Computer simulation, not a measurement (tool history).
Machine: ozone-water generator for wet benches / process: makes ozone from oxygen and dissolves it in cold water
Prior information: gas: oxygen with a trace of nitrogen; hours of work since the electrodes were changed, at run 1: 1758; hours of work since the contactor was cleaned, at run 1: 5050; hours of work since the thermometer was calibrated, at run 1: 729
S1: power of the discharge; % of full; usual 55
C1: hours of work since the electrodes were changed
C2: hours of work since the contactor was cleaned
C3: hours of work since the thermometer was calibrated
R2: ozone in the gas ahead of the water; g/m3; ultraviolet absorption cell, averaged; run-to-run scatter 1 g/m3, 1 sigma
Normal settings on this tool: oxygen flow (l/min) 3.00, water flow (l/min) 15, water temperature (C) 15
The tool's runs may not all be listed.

run 1 hour=0.0 | S1=55 oxygen_flow_(l/min)=3.00 water_flow_(l/min)=15 water_temperature_(C)=15 | C1=1758 C2=5050 C3=729 | dissolved_ozone_(ppm)=16.1 R2=172.1
run 2 hour=86.4 | S1=55 oxygen_flow_(l/min)=3.00 water_flow_(l/min)=15 water_temperature_(C)=15 | C1=1814 C2=5106 C3=785 | dissolved_ozone_(ppm)=16.0 R2=174.8
run 3 hour=154.3 | S1=55 oxygen_flow_(l/min)=2.40 water_flow_(l/min)=15 water_temperature_(C)=15 | C1=1858 C2=5150 C3=829 | dissolved_ozone_(ppm)=15.3 R2=191.4
run 4 hour=280.4 | S1=55 oxygen_flow_(l/min)=2.40 water_flow_(l/min)=24 water_temperature_(C)=15 | C1=1940 C2=5232 C3=911 | dissolved_ozone_(ppm)=9.1 R2=193.6
run 5 hour=366.6 | S1=55 oxygen_flow_(l/min)=2.40 water_flow_(l/min)=24 water_temperature_(C)=15 | C1=1996 C2=5288 C3=967 | dissolved_ozone_(ppm)=9.2 R2=192.6
run 6 hour=467.5 | S1=55 oxygen_flow_(l/min)=2.40 water_flow_(l/min)=24 water_temperature_(C)=15 | C1=2062 C2=5354 C3=1033 | dissolved_ozone_(ppm)=9.0 R2=193.0
run 7 hour=552.2 | S1=50 oxygen_flow_(l/min)=3.00 water_flow_(l/min)=15 water_temperature_(C)=15 | C1=2117 C2=5409 C3=1088 | dissolved_ozone_(ppm)=14.8 R2=160.2
run 8 hour=616.7 | S1=71 oxygen_flow_(l/min)=3.00 water_flow_(l/min)=15 water_temperature_(C)=15 | C1=2159 C2=5451 C3=1130 | dissolved_ozone_(ppm)=20.6 R2=222.9
run 9 hour=694.3 | S1=71 oxygen_flow_(l/min)=3.00 water_flow_(l/min)=15 water_temperature_(C)=15 | C1=2209 C2=5501 C3=1180 | dissolved_ozone_(ppm)=20.4 R2=224.0
run 10 hour=763.2 | S1=71 oxygen_flow_(l/min)=3.00 water_flow_(l/min)=15 water_temperature_(C)=15 | C1=2254 C2=5546 C3=1225 | dissolved_ozone_(ppm)=20.4 R2=226.3
run 11 hour=842.0 | S1=75 oxygen_flow_(l/min)=3.00 water_flow_(l/min)=15 water_temperature_(C)=15 | C1=2305 C2=5597 C3=1276 | dissolved_ozone_(ppm)=21.5 R2=235.2
run 12 hour=899.1 | S1=75 oxygen_flow_(l/min)=3.00 water_flow_(l/min)=15 water_temperature_(C)=15 | C1=2342 C2=5634 C3=1313 | dissolved_ozone_(ppm)=21.6 R2=235.4
run 13 hour=1034.1 | S1=75 oxygen_flow_(l/min)=3.00 water_flow_(l/min)=15 water_temperature_(C)=15 | C1=2430 C2=5722 C3=1401 | dissolved_ozone_(ppm)=21.8 R2=236.9
run 14 hour=1149.6 | S1=77 oxygen_flow_(l/min)=3.00 water_flow_(l/min)=15 water_temperature_(C)=15 | C1=2505 C2=5797 C3=1476 | dissolved_ozone_(ppm)=22.1 R2=243.9
run 15 hour=1215.6 | S1=77 oxygen_flow_(l/min)=3.00 water_flow_(l/min)=15 water_temperature_(C)=15 | C1=2548 C2=5840 C3=1519 | dissolved_ozone_(ppm)=22.1 R2=245.4
run 16 hour=1329.6 | S1=55 oxygen_flow_(l/min)=3.00 water_flow_(l/min)=16 water_temperature_(C)=15 | C1=2622 C2=5914 C3=1593 | dissolved_ozone_(ppm)=15.2 R2=179.6
-- hour=1397.5 gauge calibrated
run 17 hour=1409.6 | S1=55 oxygen_flow_(l/min)=3.00 water_flow_(l/min)=16 water_temperature_(C)=15 | C1=2674 C2=5966 C3=1645 | dissolved_ozone_(ppm)=15.2 R2=172.4
run 18 hour=1491.1 | S1=55 oxygen_flow_(l/min)=3.00 water_flow_(l/min)=15 water_temperature_(C)=9 | C1=2727 C2=6019 C3=1698 | dissolved_ozone_(ppm)=17.3 R2=173.5
run 19 hour=1602.8 | S1=55 oxygen_flow_(l/min)=4.00 water_flow_(l/min)=10 water_temperature_(C)=15 | C1=2800 C2=6092 C3=1771 | dissolved_ozone_(ppm)=23.5 R2=154.8
run 20 hour=1727.7 | S1=55 oxygen_flow_(l/min)=4.00 water_flow_(l/min)=10 water_temperature_(C)=15 | C1=2881 C2=6173 C3=1852 | dissolved_ozone_(ppm)=23.8 R2=154.1
run 21 hour=1852.4 | S1=55 oxygen_flow_(l/min)=4.00 water_flow_(l/min)=10 water_temperature_(C)=15 | C1=2962 C2=6254 C3=1933 | dissolved_ozone_(ppm)=23.6 R2=156.1
run 22 hour=1978.6 | S1=55 oxygen_flow_(l/min)=4.00 water_flow_(l/min)=10 water_temperature_(C)=15 | C1=3044 C2=6336 C3=2015 | dissolved_ozone_(ppm)=23.7 R2=156.4
run 23 hour=2088.7 | S1=55 oxygen_flow_(l/min)=4.04 water_flow_(l/min)=10 water_temperature_(C)=15 | C1=3116 C2=6408 C3=2087 | dissolved_ozone_(ppm)=23.6 R2=155.0
run 24 hour=2197.5 | S1=55 oxygen_flow_(l/min)=4.04 water_flow_(l/min)=10 water_temperature_(C)=15 | C1=3186 C2=6478 C3=2157 | dissolved_ozone_(ppm)=23.5 R2=154.7
run 25 hour=2295.6 | S1=55 oxygen_flow_(l/min)=4.04 water_flow_(l/min)=10 water_temperature_(C)=15 | C1=3250 C2=6542 C3=2221 | dissolved_ozone_(ppm)=23.4 R2=155.6
run 26 hour=2428.0 | S1=55 oxygen_flow_(l/min)=4.04 water_flow_(l/min)=10 water_temperature_(C)=15 | C1=3336 C2=6628 C3=2307 | dissolved_ozone_(ppm)=23.5 R2=155.1
run 27 hour=2535.2 | S1=55 oxygen_flow_(l/min)=2.05 water_flow_(l/min)=15 water_temperature_(C)=15 | C1=3406 C2=6698 C3=2377 | dissolved_ozone_(ppm)=14.6 R2=211.4
run 28 hour=2667.9 | S1=55 oxygen_flow_(l/min)=2.55 water_flow_(l/min)=15 water_temperature_(C)=15 | C1=3492 C2=6784 C3=2463 | dissolved_ozone_(ppm)=15.7 R2=191.5
run 29 hour=2807.9 | S1=87 oxygen_flow_(l/min)=4.14 water_flow_(l/min)=15 water_temperature_(C)=15 | C1=3583 C2=6875 C3=2554 | dissolved_ozone_(ppm)=26.5 R2=242.7
-- hour=2844.5 water thermometer calibrated
run 30 hour=2884.2 | S1=87 oxygen_flow_(l/min)=4.14 water_flow_(l/min)=13 water_temperature_(C)=15 | C1=3632 C2=6925 C3=26 | dissolved_ozone_(ppm)=29.6 R2=241.9
run 31 hour=3015.9 | S1=87 oxygen_flow_(l/min)=4.14 water_flow_(l/min)=13 water_temperature_(C)=15 | C1=3718 C2=7010 C3=111 | dissolved_ozone_(ppm)=29.9 R2=240.6
run 32 hour=3139.7 | S1=59 oxygen_flow_(l/min)=3.00 water_flow_(l/min)=18 water_temperature_(C)=21 | C1=3798 C2=7091 C3=192 | dissolved_ozone_(ppm)=13.6 R2=191.2

Each row is a separate what-if for the run after 32, all from the same tool condition, not one after another. Results?
run A hour=3219.2 | S1=46 oxygen_flow_(l/min)=3.00 water_flow_(l/min)=18 water_temperature_(C)=21 | C1=3850 C2=7142 C3=244 | dissolved_ozone_(ppm)=? R2=?
run B hour=3219.2 | S1=59 oxygen_flow_(l/min)=3.00 water_flow_(l/min)=13 water_temperature_(C)=21 | C1=3850 C2=7142 C3=244 | dissolved_ozone_(ppm)=? R2=?
run C hour=3219.2 | S1=55 oxygen_flow_(l/min)=3.00 water_flow_(l/min)=12 water_temperature_(C)=15 | C1=3850 C2=7142 C3=244 | dissolved_ozone_(ppm)=? R2=?

run=A dissolved_ozone_(ppm)=10.6 R2=151.4
run=B dissolved_ozone_(ppm)=18.1 R2=192.8
run=C dissolved_ozone_(ppm)=19.8 R2=182.1
Take away the tool's hidden state, keep each run's random variation, and the runs would have read:
run=A dissolved_ozone_(ppm)=10.6 R2=145.8
run=B dissolved_ozone_(ppm)=18.1 R2=185.7
run=C dissolved_ozone_(ppm)=19.9 R2=175.3
